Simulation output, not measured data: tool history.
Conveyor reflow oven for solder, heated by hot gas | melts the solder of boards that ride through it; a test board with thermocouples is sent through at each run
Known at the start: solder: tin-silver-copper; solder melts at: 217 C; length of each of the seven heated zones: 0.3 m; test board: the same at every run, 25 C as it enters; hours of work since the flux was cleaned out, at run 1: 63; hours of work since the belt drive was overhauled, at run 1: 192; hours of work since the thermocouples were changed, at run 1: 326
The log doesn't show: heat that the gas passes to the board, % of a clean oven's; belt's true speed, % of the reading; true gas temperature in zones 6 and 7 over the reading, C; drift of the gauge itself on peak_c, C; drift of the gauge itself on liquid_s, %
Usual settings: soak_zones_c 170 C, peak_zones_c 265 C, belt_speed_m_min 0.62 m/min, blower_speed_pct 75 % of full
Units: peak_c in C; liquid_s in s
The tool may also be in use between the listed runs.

run	day	soak_zones_c	peak_zones_c	belt_speed_m_min	blower_speed_pct	hours of work since the flux was cleaned out	hours of work since the belt drive was overhauled	hours of work since the thermocouples were changed	peak_c	liquid_s
1	0	170	265	0.62	75	63	192	326	250.5	41.2
2	0.817	170	278	0.62	75	75	204	338	261.4	46.9
3	1.375	170	278	0.691	75	83	212	346	257.5	39.7
4	1.908	170	265	0.62	75	91	219	354	250.1	41.1
5	2.762	170	265	0.62	75	103	232	367	249.9	41
6	3.471	170	265	0.62	75	114	242	377	250.1	41.1
7	4.279	170	265	0.685	75	126	254	389	246.5	34.4
8	4.967	170	265	0.62	75	136	264	399	249.6	41.4
9	5.75	179	265	0.62	75	147	276	410	251.4	44.6
10	6.35	170	267	0.62	75	156	284	419	251.3	41.9
11	6.762	170	267	0.62	75	162	290	425	251.2	42.1
12	7.454	170	265	0.62	75	172	300	435	249.5	40.4
13	8.196	170	265	0.62	75	183	311	446	249.8	40.7
14	8.983	170	265	0.62	75	194	323	457	249.4	40.8
15	9.567	175	265	0.62	75	203	331	466	250.4	42.5
16	10.008	175	265	0.62	75	209	338	472	250.1	42.4
17	10.746	175	258	0.707	75	220	348	483	240.3	29.8
18	11.288	175	258	0.707	75	228	356	491	239.9	30.1
19	11.846	175	258	0.707	75	236	364	499	240.1	30.1
20	12.221	161	267	0.62	75	241	370	505	249.1	38.3
21	12.721	166	271	0.689	75	249	377	512	249.6	35.4
22	13.225	170	267	0.62	75	256	385	519	250.8	41.3
23	13.825	170	265	0.606	64	265	393	528	247.3	40.2
24	14.446	171	265	0.522	64	274	402	537	252.3	51.3
25	14.917	170	276	0.661	63	281	409	544	253.1	39
26	15.621	170	262	0.661	75	291	420	554	243.7	34.2
27	16.129	185	265	0.604	75	298	427	562	252.3	47.9
28	16.688	185	265	0.604	75	307	435	570	252.8	48.2
29	17.1	175	265	0.62	75	313	441	576	249.6	42.4
30	17.958	175	265	0.529	75	325	454	588	254	53.7
# day 18.538: flux residue cleaned out of gas plates and filters
31	18.725	170	269	0.62	75	3	462	597	255.3	43.8

Some steps in peak_c between neighbouring runs. How much of each would the tool show without its hidden state too (settings, what came in, random variation), and how much is left for the hidden state, with any gauge scatter that isn't in both results?
Run 1 -> 2: peak_zones_c 265 -> 278. peak_c +10.9 C: hidden state -0.2, all else +11.1.
Run 16 -> 17: peak_zones_c 265 -> 258, belt_speed_m_min 0.62 -> 0.707. peak_c -9.8 C: hidden state -0.4, all else -9.4.
Run 24 -> 25: soak_zones_c 171 -> 170, peak_zones_c 265 -> 276, belt_speed_m_min 0.522 -> 0.661, blower_speed_pct 64 -> 63. peak_c +0.8 C: hidden state -1, all else +1.8.
Run 25 -> 26: peak_zones_c 276 -> 262, blower_speed_pct 63 -> 75. peak_c -9.4 C: hidden state +0.1, all else -9.5.
Run 26 -> 27: soak_zones_c 170 -> 185, peak_zones_c 262 -> 265, belt_speed_m_min 0.661 -> 0.604. peak_c +8.6 C: hidden state +0.6, all else +8.
Run 30 -> 31: soak_zones_c 175 -> 170, peak_zones_c 265 -> 269, belt_speed_m_min 0.529 -> 0.62, flux residue cleaned out of gas plates and filters. peak_c +1.3 C: hidden state +2, all else -0.7.
